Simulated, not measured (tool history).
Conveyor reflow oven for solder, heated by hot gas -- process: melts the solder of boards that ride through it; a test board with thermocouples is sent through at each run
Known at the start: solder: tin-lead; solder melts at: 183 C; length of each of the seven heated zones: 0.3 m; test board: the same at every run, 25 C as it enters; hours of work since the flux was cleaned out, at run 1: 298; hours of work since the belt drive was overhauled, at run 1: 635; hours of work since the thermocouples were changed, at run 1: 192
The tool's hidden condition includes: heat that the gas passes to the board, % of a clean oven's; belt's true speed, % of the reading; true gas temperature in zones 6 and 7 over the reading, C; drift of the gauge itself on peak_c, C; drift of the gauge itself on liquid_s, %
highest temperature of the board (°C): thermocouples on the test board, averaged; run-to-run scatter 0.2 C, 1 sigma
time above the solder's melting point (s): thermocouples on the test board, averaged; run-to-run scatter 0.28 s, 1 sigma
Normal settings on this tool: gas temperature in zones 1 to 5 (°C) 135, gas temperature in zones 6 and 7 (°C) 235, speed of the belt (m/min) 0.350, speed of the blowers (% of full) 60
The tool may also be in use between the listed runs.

run    hour  gas temperature in zones 1 to 5 (°C)  gas temperature in zones 6 and 7 (°C)  speed of the belt (m/min)  speed of the blowers (% of full)  hours of work since the flux was cleaned out  hours of work since the belt drive was overhauled  hours of work since the thermocouples were changed  highest temperature of the board (°C)  time above the solder's melting point (s)
  1     0.0                                   135                                    235                      0.350                                60                                           298                                                635                                                 192                                  215.8                                       72.9
  2    25.6                                   135                                    235                      0.350                                60                                           313                                                649                                                 206                                  215.8                                       73.5
  3    71.5                                   135                                    235                      0.353                                60                                           339                                                675                                                 232                                  215.4                                       72.5
  4   117.0                                   135                                    235                      0.350                                60                                           365                                                701                                                 258                                  215.7                                       73.6
  5   141.9                                   135                                    235                      0.350                                60                                           379                                                715                                                 272                                  215.8                                       72.9
  6   184.2                                   135                                    235                      0.350                                60                                           403                                                739                                                 296                                  215.3                                       73.3
      222.7  -- flux residue cleaned out of gas plates and filters
  7   230.4                                   135                                    235                      0.350                                60                                             4                                                762                                                 320                                  215.5                                       73.1
  8   256.7                                   135                                    235                      0.350                                60                                            19                                                777                                                 335                                  215.0                                       73.1
  9   291.6                                   135                                    235                      0.350                                60                                            39                                                797                                                 354                                  215.4                                       73.3
 10   333.3                                   130                                    235                      0.350                                60                                            63                                                821                                                 378                                  214.3                                       69.9
 11   358.4                                   130                                    241                      0.350                                60                                            77                                                835                                                 392                                  219.3                                       75.6
 12   400.4                                   135                                    235                      0.350                                60                                           101                                                859                                                 416                                  215.5                                       73.7
 13   451.5                                   135                                    235                      0.350                                60                                           130                                                888                                                 445                                  215.7                                       73.6
 14   490.1                                   135                                    235                      0.350                                60                                           152                                                910                                                 467                                  215.2                                       72.7
 15   528.5                                   127                                    235                      0.350                                60                                           174                                                932                                                 489                                  213.9                                       68.0
 16   552.9                                   135                                    233                      0.410                                60                                           188                                                946                                                 503                                  208.0                                       52.4
 17   582.1                                   135                                    235                      0.370                                53                                           204                                                962                                                 519                                  210.4                                       61.8
 18   611.4                                   135                                    235                      0.370                                53                                           221                                                979                                                 536                                  210.7                                       61.8
 19   636.5                                   126                                    235                      0.350                                58                                           235                                                993                                                 550                                  213.3                                       66.0
 20   681.2                                   148                                    238                      0.418                                88                                           260                                               1018                                                 576                                  223.2                                       73.6
      711.3  -- thermocouples of zones 6 and 7 changed
 21   711.3                                   135                                    247                      0.335                                84                                           276                                               1034                                                   0                                  235.0                                       94.5
 22   743.7                                   143                                    247                      0.282                                90                                           295                                               1053                                                  18                                  240.5                                      120.8
 23   786.2                                   135                                    235                      0.400                                60                                           319                                               1077                                                  43                                  210.8                                       57.5
 24   836.2                                   126                                    227                      0.299                                79                                           347                                               1105                                                  71                                  217.1                                       87.5
 25   885.7                                   126                                    227                      0.299                                79                                           375                                               1133                                                  99                                  217.3                                       87.3
 26   934.6                                   135                                    235                      0.290                                84                                           403                                               1161                                                 127                                  227.0                                      104.9
      971.0  -- flux residue cleaned out of gas plates and filters
 27   971.9                                   135                                    235                      0.381                                71                                             1                                               1179                                                 145                                  216.8                                       68.1
 28  1012.2                                   135                                    235                      0.381                                71                                            23                                               1202                                                 168                                  216.8                                       68.4
 29  1035.7                                   139                                    235                      0.381                                71                                            37                                               1216                                                 181                                  217.3                                       71.1

Run 30 is up next; what results do you expect?
 30  1059.0                                   139                                    235                      0.381                                71                                            50                                               1229                                                 195                                      ?                                          ?

{"run 30": {"highest temperature of the board (°C)": 217.3, "time above the solder's melting point (s)": 70.4}}
The same run, on a tool lacking any hidden state, would have yielded highest temperature of the board (°C) 217.3, time above the solder's melting point (s) 70.4.
